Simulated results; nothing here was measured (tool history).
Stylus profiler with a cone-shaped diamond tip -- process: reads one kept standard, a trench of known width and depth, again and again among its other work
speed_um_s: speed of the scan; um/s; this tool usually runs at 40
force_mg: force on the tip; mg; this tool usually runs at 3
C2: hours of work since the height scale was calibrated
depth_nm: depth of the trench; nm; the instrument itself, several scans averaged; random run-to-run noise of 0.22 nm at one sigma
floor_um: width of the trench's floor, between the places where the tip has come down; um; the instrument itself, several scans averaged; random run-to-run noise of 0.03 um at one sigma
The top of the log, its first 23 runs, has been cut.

{"run": 24, "day": 13.054, "speed_um_s": 14, "force_mg": 4.47, "scans with this tip": 4901, "C2": 338, "depth_nm": 1011.1, "floor_um": 25.69}
{"run": 25, "day": 13.375, "speed_um_s": 14, "force_mg": 4.47, "scans with this tip": 4949, "C2": 341, "depth_nm": 1010.98, "floor_um": 25.71}
{"run": 26, "day": 13.733, "speed_um_s": 130, "force_mg": 4.18, "scans with this tip": 5002, "C2": 345, "depth_nm": 1010.59, "floor_um": 25.18}
{"run": 27, "day": 14.075, "speed_um_s": 130, "force_mg": 4.18, "scans with this tip": 5054, "C2": 348, "depth_nm": 1010.36, "floor_um": 25.21}
{"run": 28, "day": 14.517, "speed_um_s": 40, "force_mg": 7.16, "scans with this tip": 5120, "C2": 353, "depth_nm": 1014.16, "floor_um": 25.65}
{"run": 29, "day": 14.988, "speed_um_s": 12, "force_mg": 2.79, "scans with this tip": 5191, "C2": 358, "depth_nm": 1008.25, "floor_um": 25.68}
{"run": 30, "day": 15.679, "speed_um_s": 80, "force_mg": 2.73, "scans with this tip": 5295, "C2": 365, "depth_nm": 1008.24, "floor_um": 25.32}
{"run": 31, "day": 16.071, "speed_um_s": 44, "force_mg": 3.62, "scans with this tip": 5354, "C2": 369, "depth_nm": 1009.43, "floor_um": 25.5}
{"run": 32, "day": 16.692, "speed_um_s": 44, "force_mg": 3.62, "scans with this tip": 5447, "C2": 375, "depth_nm": 1009.59, "floor_um": 25.49}
{"run": 33, "day": 17.142, "speed_um_s": 34, "force_mg": 5.93, "scans with this tip": 5514, "C2": 380, "depth_nm": 1012.72, "floor_um": 25.59}
{"run": 34, "day": 17.55, "speed_um_s": 34, "force_mg": 5.93, "scans with this tip": 5576, "C2": 384, "depth_nm": 1013.23, "floor_um": 25.59}
{"run": 35, "day": 17.933, "speed_um_s": 22, "force_mg": 4.67, "scans with this tip": 5633, "C2": 388, "depth_nm": 1011.26, "floor_um": 25.66}
{"run": 36, "day": 18.65, "speed_um_s": 14, "force_mg": 1.4, "scans with this tip": 5741, "C2": 396, "depth_nm": 1005.96, "floor_um": 25.58}
{"run": 37, "day": 19.404, "speed_um_s": 14, "force_mg": 1.4, "scans with this tip": 5854, "C2": 404, "depth_nm": 1006.04, "floor_um": 25.54}
{"run": 38, "day": 20.033, "speed_um_s": 12, "force_mg": 1.47, "scans with this tip": 5948, "C2": 410, "depth_nm": 1006.13, "floor_um": 25.57}
{"run": 39, "day": 20.775, "speed_um_s": 18, "force_mg": 3.4, "scans with this tip": 6060, "C2": 418, "depth_nm": 1009.67, "floor_um": 25.53}
{"run": 40, "day": 21.142, "speed_um_s": 28, "force_mg": 5.57, "scans with this tip": 6115, "C2": 422, "depth_nm": 1012.77, "floor_um": 25.56}
{"run": 41, "day": 21.483, "speed_um_s": 28, "force_mg": 5.57, "scans with this tip": 6166, "C2": 425, "depth_nm": 1012.62, "floor_um": 25.54}
{"run": 42, "day": 21.796, "speed_um_s": 32, "force_mg": 5.65, "scans with this tip": 6213, "C2": 428, "depth_nm": 1013.2, "floor_um": 25.54}

Here are 5 independent what-if runs from the current tool condition. What would each one return?
{"run": "A", "day": 22.329, "speed_um_s": 16, "force_mg": 1.13, "scans with this tip": 6294, "C2": 434, "depth_nm": "?", "floor_um": "?"}
{"run": "B", "day": 22.329, "speed_um_s": 25, "force_mg": 1.37, "scans with this tip": 6294, "C2": 434, "depth_nm": "?", "floor_um": "?"}
{"run": "C", "day": 22.329, "speed_um_s": 98, "force_mg": 8.75, "scans with this tip": 6294, "C2": 434, "depth_nm": "?", "floor_um": "?"}
{"run": "D", "day": 22.329, "speed_um_s": 48, "force_mg": 1.03, "scans with this tip": 6294, "C2": 434, "depth_nm": "?", "floor_um": "?"}
{"run": "E", "day": 22.329, "speed_um_s": 108, "force_mg": 1.1, "scans with this tip": 6294, "C2": 434, "depth_nm": "?", "floor_um": "?"}

run=A depth_nm=1005.65 floor_um=25.49
run=B depth_nm=1005.69 floor_um=25.41
run=C depth_nm=1017.19 floor_um=25.29
run=D depth_nm=1005.16 floor_um=25.26
run=E depth_nm=1005.61 floor_um=24.66
With no hidden state in the tool, these same runs would have given:
run=A depth_nm=1003.97 floor_um=26.4
run=B depth_nm=1004 floor_um=26.32
run=C depth_nm=1015.49 floor_um=26.2
run=D depth_nm=1003.48 floor_um=26.17
run=E depth_nm=1003.93 floor_um=25.57

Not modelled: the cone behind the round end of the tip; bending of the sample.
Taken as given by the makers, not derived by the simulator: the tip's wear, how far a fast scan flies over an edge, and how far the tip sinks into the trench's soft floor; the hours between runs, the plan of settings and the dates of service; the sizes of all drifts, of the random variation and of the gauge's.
